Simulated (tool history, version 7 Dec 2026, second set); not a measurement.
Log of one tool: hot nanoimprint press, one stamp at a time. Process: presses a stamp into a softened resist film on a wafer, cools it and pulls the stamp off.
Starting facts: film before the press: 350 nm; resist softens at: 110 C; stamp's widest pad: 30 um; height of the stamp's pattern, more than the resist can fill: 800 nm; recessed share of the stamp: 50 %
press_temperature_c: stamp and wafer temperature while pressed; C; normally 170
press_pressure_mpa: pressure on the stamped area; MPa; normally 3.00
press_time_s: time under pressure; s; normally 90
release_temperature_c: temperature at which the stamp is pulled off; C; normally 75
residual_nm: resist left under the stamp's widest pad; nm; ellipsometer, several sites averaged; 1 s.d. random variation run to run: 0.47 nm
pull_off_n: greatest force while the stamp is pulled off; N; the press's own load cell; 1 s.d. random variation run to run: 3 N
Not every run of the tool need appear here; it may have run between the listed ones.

Run 1, hour 0.0: usual settings. Result: residual_nm 179.6 nm, pull_off_n 153 N.
Run 2, hour 7.5: usual settings. Result: residual_nm 179.7 nm, pull_off_n 154 N.
Run 3, hour 12.4: usual settings. Result: residual_nm 178.9 nm, pull_off_n 154 N.
Run 4, hour 17.7: usual settings. Result: residual_nm 179.4 nm, pull_off_n 157 N.
Run 5, hour 24.4: usual settings. Result: residual_nm 179.4 nm, pull_off_n 157 N.
Run 6, hour 31.8: usual settings. Result: residual_nm 179.5 nm, pull_off_n 167 N.
Run 7, hour 36.6: usual settings. Result: residual_nm 179.7 nm, pull_off_n 169 N.
Run 8, hour 46.6: usual settings. Result: residual_nm 179.7 nm, pull_off_n 164 N.
Run 9, hour 55.8: usual settings. Result: residual_nm 180.6 nm, pull_off_n 173 N.
Run 10, hour 63.4: usual settings but press_temperature_c 176 C. Result: residual_nm 131.8 nm, pull_off_n 178 N.
Run 11, hour 71.4: usual settings but press_pressure_mpa 2.46 MPa. Result: residual_nm 197.4 nm, pull_off_n 174 N.
Run 12, hour 78.4: usual settings but press_pressure_mpa 2.46 MPa. Result: residual_nm 196.1 nm, pull_off_n 176 N.
Run 13, hour 83.2: usual settings but press_temperature_c 161 C. Result: residual_nm 267.0 nm, pull_off_n 187 N.
Run 14, hour 93.2: usual settings but press_temperature_c 161 C, press_pressure_mpa 2.73 MPa, release_temperature_c 61 C. Result: residual_nm 275.0 nm, pull_off_n 202 N.
Run 15, hour 102.4: usual settings but press_temperature_c 168 C, press_pressure_mpa 2.73 MPa, press_time_s 106 s, release_temperature_c 61 C. Result: residual_nm 197.7 nm, pull_off_n 204 N.
Run 16, hour 108.3: usual settings but press_temperature_c 168 C, press_pressure_mpa 2.73 MPa, press_time_s 106 s, release_temperature_c 61 C. Result: residual_nm 197.6 nm, pull_off_n 210 N.
Run 17, hour 116.4: usual settings but press_pressure_mpa 2.73 MPa, press_time_s 106 s, release_temperature_c 66 C. Result: residual_nm 179.3 nm, pull_off_n 211 N.
Run 18, hour 125.4: usual settings but press_pressure_mpa 2.73 MPa, press_time_s 106 s, release_temperature_c 66 C. Result: residual_nm 178.8 nm, pull_off_n 210 N.
Run 19, hour 135.3: usual settings but press_pressure_mpa 2.73 MPa, press_time_s 106 s, release_temperature_c 66 C. Result: residual_nm 179.5 nm, pull_off_n 210 N.
Run 20, hour 142.0: usual settings but press_temperature_c 181 C, press_time_s 118 s, release_temperature_c 76 C. Result: residual_nm 92.6 nm, pull_off_n 197 N.
Run 21, hour 150.2: usual settings but press_temperature_c 180 C, press_pressure_mpa 4.38 MPa, press_time_s 118 s, release_temperature_c 76 C. Result: residual_nm 79.4 nm, pull_off_n 193 N.
Run 22, hour 157.9: usual settings but press_temperature_c 174 C, press_pressure_mpa 4.38 MPa, press_time_s 118 s, release_temperature_c 61 C. Result: residual_nm 110.0 nm, pull_off_n 235 N.
Run 23, hour 168.0: usual settings but press_time_s 100 s. Result: residual_nm 175.8 nm, pull_off_n 207 N.
Run 24, hour 175.0: usual settings but press_temperature_c 160 C, press_pressure_mpa 2.12 MPa, press_time_s 49 s. Result: residual_nm 319.2 nm, pull_off_n 212 N.
Run 25, hour 180.6: usual settings but press_temperature_c 174 C, press_pressure_mpa 3.08 MPa, press_time_s 97 s, release_temperature_c 73 C. Result: residual_nm 142.2 nm, pull_off_n 212 N.

Below, each run's measurement less what the same run would have read without the hidden state. Both values contain the same run-to-run variation, but the gauge's scatter may not be the same in both:
Hidden conditions of the tool in this case: true temperature over the reading, C; pressure that arrives at the usual setting, %; grip of the stamp's worn release coat, % over a new coat's; drift of the gauge itself on residual_nm, %; drift of the gauge itself on pull_off_n, %.
run  residual_nm  pull_off_n
  1         +3.4         +12
  2         +3.5         +14
  3         +3.6         +15
  4         +3.7         +17
  5         +3.8         +19
  6         +3.9         +21
  7         +4.0         +23
  8         +4.1         +25
  9         +4.3         +29
 10         +3.4         +31
 11         +4.5         +33
 12         +4.6         +35
 13         +4.8         +38
 14         +4.7         +44
 15         +5.2         +48
 16         +5.3         +50
 17         +5.1         +53
 18         +5.3         +55
 19         +5.4         +58
 20         +3.0         +55
 21         +3.0         +56
 22         +4.3         +70
 23         +6.0         +64
 24         +3.1         +68
 25         +5.2         +69
